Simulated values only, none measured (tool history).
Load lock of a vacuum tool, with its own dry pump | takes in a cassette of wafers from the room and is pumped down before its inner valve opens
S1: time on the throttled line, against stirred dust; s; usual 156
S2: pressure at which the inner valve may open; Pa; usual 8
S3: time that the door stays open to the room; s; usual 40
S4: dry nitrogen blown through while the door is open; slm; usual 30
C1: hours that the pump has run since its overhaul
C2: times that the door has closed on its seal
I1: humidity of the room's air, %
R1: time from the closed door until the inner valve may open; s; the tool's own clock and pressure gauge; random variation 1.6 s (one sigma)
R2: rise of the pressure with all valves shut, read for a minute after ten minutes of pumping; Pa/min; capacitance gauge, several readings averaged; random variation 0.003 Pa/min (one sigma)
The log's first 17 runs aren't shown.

| run | hour | S1 | S2 | S3 | S4 | C1 | C2 | I1 | R1 | R2 |
|---|---|---|---|---|---|---|---|---|---|---|
| 18 | 6182.7 | 107 | 8 | 40 | 30 | 3127 | 25901 | 41.8 | 234.4 | 0.384 |
| 19 | 6696.6 | 95 | 8 | 40 | 17 | 3641 | 27008 | 46.3 | 228.7 | 0.412 |
| 20 | 6943.1 | 145 | 12 | 233 | 17 | 3887 | 27539 | 42.7 | 262.8 | 0.477 |
| 21 | 7223.6 | 145 | 12 | 233 | 17 | 4168 | 28144 | 44.9 | 260.1 | 0.489 |
| 22 | 7590.2 | 145 | 12 | 233 | 17 | 4534 | 28933 | 40.2 | 264.6 | 0.496 |
| 23 | 8071.1 | 156 | 8 | 40 | 7 | 5015 | 29970 | 47.2 | 279.7 | 0.481 |
| 24 | 8346.9 | 156 | 8 | 40 | 7 | 5291 | 30564 | 45.5 | 281.3 | 0.502 |
| 25 | 8763.9 | 89 | 6 | 147 | 7 | 5708 | 31463 | 44.9 | 240.7 | 0.559 |
| 26 | 9028.8 | 156 | 8 | 89 | 30 | 5973 | 32033 | 43.5 | 282.6 | 0.535 |
| 27 | 9433.8 | 114 | 9 | 29 | 5 | 6378 | 32906 | 48.0 | 251.1 | 0.559 |
| 28 | 9659.3 | 114 | 9 | 29 | 5 | 6603 | 33392 | 46.1 | 255.3 | 0.574 |
| 29 | 10144.5 | 122 | 9 | 29 | 40 | 7089 | 34437 | 41.5 | 263.0 | 0.566 |
| 30 | 10642.2 | 255 | 8 | 40 | 34 | 7586 | 35510 | 44.3 | 362.5 | 0.605 |
| 31 | 11138.2 | 255 | 8 | 40 | 34 | 8082 | 36579 | 44.5 | 365.9 | 0.659 |
| 32 | 11602.0 | 290 | 8 | 95 | 34 | 8546 | 37578 | 47.3 | 390.8 | 0.686 |
| 33 | 11967.2 | 290 | 8 | 95 | 34 | 8911 | 38365 | 43.8 | 391.3 | 0.705 |
| 34 | 12260.6 | 113 | 12 | 40 | 15 | 9205 | 38997 | 44.2 | 260.4 | 0.727 |
|  | 12326.6 | door's seal changed, seat wiped |
| 35 | 12577.0 | 156 | 8 | 40 | 7 | 9520 | 539 | 45.1 | 302.5 | 0.036 |
|  | 12683.1 | dry pump taken out, an overhauled one fitted |
| 36 | 12858.1 | 156 | 8 | 158 | 30 | 175 | 1132 | 48.8 | 263.8 | 0.066 |

4 ways to go on from here, each from the tool as it stands after run 36. What would each give?
| A | 13251.2 | 267 | 8 | 158 | 30 | 568 | 1979 | 44.6 | ? | ? |
| B | 13251.2 | 156 | 8 | 40 | 6 | 568 | 1979 | 45.0 | ? | ? |
| C | 13251.2 | 156 | 8 | 134 | 30 | 568 | 1979 | 46.6 | ? | ? |
| D | 13251.2 | 156 | 8 | 40 | 6 | 568 | 1979 | 43.4 | ? | ? |

| run | R1 | R2 |
|---|---|---|
| A | 349.6 | 0.064 |
| B | 267.3 | 0.053 |
| C | 267.6 | 0.058 |
| D | 263.3 | 0.049 |
Without the tool's hidden state the same runs would have given:
| run | R1 | R2 |
|---|---|---|
| A | 348.5 | 0.052 |
| B | 266.2 | 0.041 |
| C | 266.5 | 0.047 |
| D | 262.2 | 0.037 |

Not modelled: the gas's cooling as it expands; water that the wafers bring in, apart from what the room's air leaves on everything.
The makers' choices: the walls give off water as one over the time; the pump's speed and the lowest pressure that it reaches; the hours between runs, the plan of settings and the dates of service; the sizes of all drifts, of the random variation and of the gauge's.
